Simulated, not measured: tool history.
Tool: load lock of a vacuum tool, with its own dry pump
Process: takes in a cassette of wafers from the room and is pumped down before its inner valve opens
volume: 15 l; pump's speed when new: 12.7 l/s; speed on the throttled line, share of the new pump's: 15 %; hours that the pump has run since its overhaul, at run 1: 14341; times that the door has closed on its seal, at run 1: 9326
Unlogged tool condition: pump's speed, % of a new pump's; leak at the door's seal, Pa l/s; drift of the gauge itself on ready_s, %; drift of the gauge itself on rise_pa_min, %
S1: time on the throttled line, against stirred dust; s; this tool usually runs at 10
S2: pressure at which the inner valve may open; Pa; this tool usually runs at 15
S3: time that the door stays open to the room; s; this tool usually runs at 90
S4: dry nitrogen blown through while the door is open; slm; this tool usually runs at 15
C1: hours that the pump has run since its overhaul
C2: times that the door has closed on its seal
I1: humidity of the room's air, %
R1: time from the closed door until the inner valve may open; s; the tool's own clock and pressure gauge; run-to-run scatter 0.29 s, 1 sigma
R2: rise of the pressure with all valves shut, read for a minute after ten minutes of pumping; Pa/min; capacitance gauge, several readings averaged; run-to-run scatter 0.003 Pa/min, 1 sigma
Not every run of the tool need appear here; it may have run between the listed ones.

run,hour,S1,S2,S3,S4,C1,C2,I1,R1,R2
1,0.0,10,15,90,15,14341,9326,46.9,20.6,0.070
2,451.8,10,15,90,15,14793,10623,44.0,20.4,0.077
3,687.6,10,15,90,15,15028,11299,43.9,20.7,0.073
4,1211.8,10,15,90,15,15553,12804,45.8,21.4,0.082
5,1721.4,10,15,58,15,16062,14266,44.1,20.8,0.079
6,2080.1,10,15,90,15,16421,15295,43.5,21.3,0.088
7,2342.9,10,15,90,15,16684,16049,46.1,21.0,0.086
8,2715.9,10,15,90,17,17057,17120,48.2,21.5,0.094
9,3136.4,10,15,90,17,17477,18326,47.5,21.7,0.101
10,3672.4,10,12,90,15,18013,19864,46.2,21.2,0.101
11,3900.3,10,15,38,15,18241,20518,44.9,21.6,0.097
12,4340.6,10,15,90,5,18681,21782,45.4,21.7,0.124
13,4620.9,10,15,90,5,18962,22586,44.0,21.9,0.129
14,5168.3,10,23,50,9,19509,24157,48.7,21.3,0.127
15,5698.2,13,10,90,5,20039,25677,44.3,24.8,0.144
16,5975.2,13,10,90,5,20316,26472,45.8,25.1,0.153
17,6250.9,19,15,90,15,20592,27263,44.9,28.8,0.146
18,6476.9,19,15,90,15,20818,27912,46.8,28.9,0.148
19,6730.4,11,15,161,8,21071,28639,43.3,22.3,0.165
20,7236.6,11,15,161,8,21577,30092,48.2,22.8,0.179

What does the tool deliver on the next run?
21,7569.6,11,29,161,8,21910,31047,45.8,?,?

R1: 21.6 s
R2: 0.175 Pa/min
On a tool with no hidden condition, and with the same random variation, this run would have come out at R1 18.9 s, R2 0.061 Pa/min.
